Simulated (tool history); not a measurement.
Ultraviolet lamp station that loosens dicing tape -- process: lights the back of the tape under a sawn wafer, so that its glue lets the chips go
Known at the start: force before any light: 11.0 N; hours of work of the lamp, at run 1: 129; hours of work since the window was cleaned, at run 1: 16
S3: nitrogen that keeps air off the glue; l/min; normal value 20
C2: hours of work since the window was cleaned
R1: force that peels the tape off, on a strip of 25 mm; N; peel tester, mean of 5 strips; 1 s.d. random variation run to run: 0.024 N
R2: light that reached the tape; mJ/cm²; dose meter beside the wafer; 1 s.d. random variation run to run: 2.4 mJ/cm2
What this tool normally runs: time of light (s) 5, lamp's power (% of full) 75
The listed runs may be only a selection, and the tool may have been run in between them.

Run 1, hour 0.0: usual settings; hours of work of the lamp 129; C2 16. Result: R1 1.352 N, R2 247 mJ/cm².
Run 2, hour 7.0: usual settings; hours of work of the lamp 133; C2 20. Result: R1 1.298 N, R2 248 mJ/cm².
Run 3, hour 14.8: usual settings; hours of work of the lamp 137; C2 24. Result: R1 1.338 N, R2 244 mJ/cm².
Run 4, hour 25.3: usual settings; hours of work of the lamp 142; C2 29. Result: R1 1.358 N, R2 245 mJ/cm².
Run 5, hour 37.5: usual settings; hours of work of the lamp 148; C2 35. Result: R1 1.405 N, R2 249 mJ/cm².
Run 6, hour 43.4: usual settings; hours of work of the lamp 151; C2 38. Result: R1 1.386 N, R2 245 mJ/cm².
Run 7, hour 53.7: usual settings but time of light (s) 2; hours of work of the lamp 157; C2 44. Result: R1 4.472 N, R2 98 mJ/cm².
Run 8, hour 61.9: usual settings but lamp's power (% of full) 99; hours of work of the lamp 161; C2 48. Result: R1 0.747 N, R2 317 mJ/cm².
Run 9, hour 72.9: usual settings but lamp's power (% of full) 99; hours of work of the lamp 167; C2 54. Result: R1 0.781 N, R2 322 mJ/cm².
Run 10, hour 80.2: usual settings but lamp's power (% of full) 99; hours of work of the lamp 170; C2 57. Result: R1 0.787 N, R2 314 mJ/cm².
Run 11, hour 91.8: usual settings but lamp's power (% of full) 99; hours of work of the lamp 176; C2 63. Result: R1 0.803 N, R2 322 mJ/cm².
Run 12, hour 103.0: usual settings but lamp's power (% of full) 62, S3 19 l/min; hours of work of the lamp 182; C2 69. Result: R1 2.097 N, R2 197 mJ/cm².
Run 13, hour 111.9: usual settings but time of light (s) 3, lamp's power (% of full) 96, S3 23 l/min; hours of work of the lamp 187; C2 74. Result: R1 2.127 N, R2 186 mJ/cm².
Run 14, hour 122.6: usual settings but time of light (s) 3, lamp's power (% of full) 96, S3 23 l/min; hours of work of the lamp 192; C2 79. Result: R1 2.076 N, R2 184 mJ/cm².
Run 15, hour 131.5: usual settings but time of light (s) 2, lamp's power (% of full) 74, S3 6 l/min; hours of work of the lamp 197; C2 84. Result: R1 6.458 N, R2 93 mJ/cm².
Run 16, hour 138.0: usual settings but time of light (s) 7, lamp's power (% of full) 74, S3 6 l/min; hours of work of the lamp 200; C2 87. Result: R1 1.918 N, R2 326 mJ/cm².
Run 17, hour 143.6: usual settings but time of light (s) 7, lamp's power (% of full) 74, S3 6 l/min; hours of work of the lamp 203; C2 90. Result: R1 1.861 N, R2 328 mJ/cm².
Run 18, hour 156.0: usual settings but time of light (s) 4, lamp's power (% of full) 85, S3 10 l/min; hours of work of the lamp 209; C2 96. Result: R1 2.783 N, R2 215 mJ/cm².
Run 19, hour 167.2: usual settings but time of light (s) 4; hours of work of the lamp 215; C2 102. Result: R1 2.203 N, R2 187 mJ/cm².
Run 20, hour 179.5: usual settings but time of light (s) 10, lamp's power (% of full) 61, S3 23 l/min; hours of work of the lamp 221; C2 108. Result: R1 0.430 N, R2 379 mJ/cm².
Run 21, hour 185.1: usual settings but time of light (s) 10, lamp's power (% of full) 61, S3 23 l/min; hours of work of the lamp 224; C2 111. Result: R1 0.445 N, R2 383 mJ/cm².
Run 22, hour 192.4: usual settings but time of light (s) 10, lamp's power (% of full) 61, S3 23 l/min; hours of work of the lamp 228; C2 115. Result: R1 0.450 N, R2 376 mJ/cm².

5 ways to go on from here, each from the tool as it stands after run 22. What would each give?
Run A, hour 200.2: usual settings but S3 7 l/min; hours of work of the lamp 232; C2 119. Result: R1 ?, R2 ?.
Run B, hour 200.2: usual settings but time of light (s) 6, S3 39 l/min; hours of work of the lamp 232; C2 119. Result: R1 ?, R2 ?.
Run C, hour 200.2: usual settings but time of light (s) 10, lamp's power (% of full) 89, S3 23 l/min; hours of work of the lamp 232; C2 119. Result: R1 ?, R2 ?.
Run D, hour 200.2: usual settings but time of light (s) 10, lamp's power (% of full) 70, S3 23 l/min; hours of work of the lamp 232; C2 119. Result: R1 ?, R2 ?.
Run E, hour 200.2: usual settings but lamp's power (% of full) 87, S3 23 l/min; hours of work of the lamp 232; C2 119. Result: R1 ?, R2 ?.

run     R1   R2
  A  2.878  233
  B  0.636  279
  C  0.182  554
  D  0.319  437
  E  1.013  270
Without the tool's unlogged condition, the same runs would have read:
run     R1   R2
  A  2.461  261
  B  0.482  313
  C  0.155  621
  D  0.247  489
  E  0.783  303
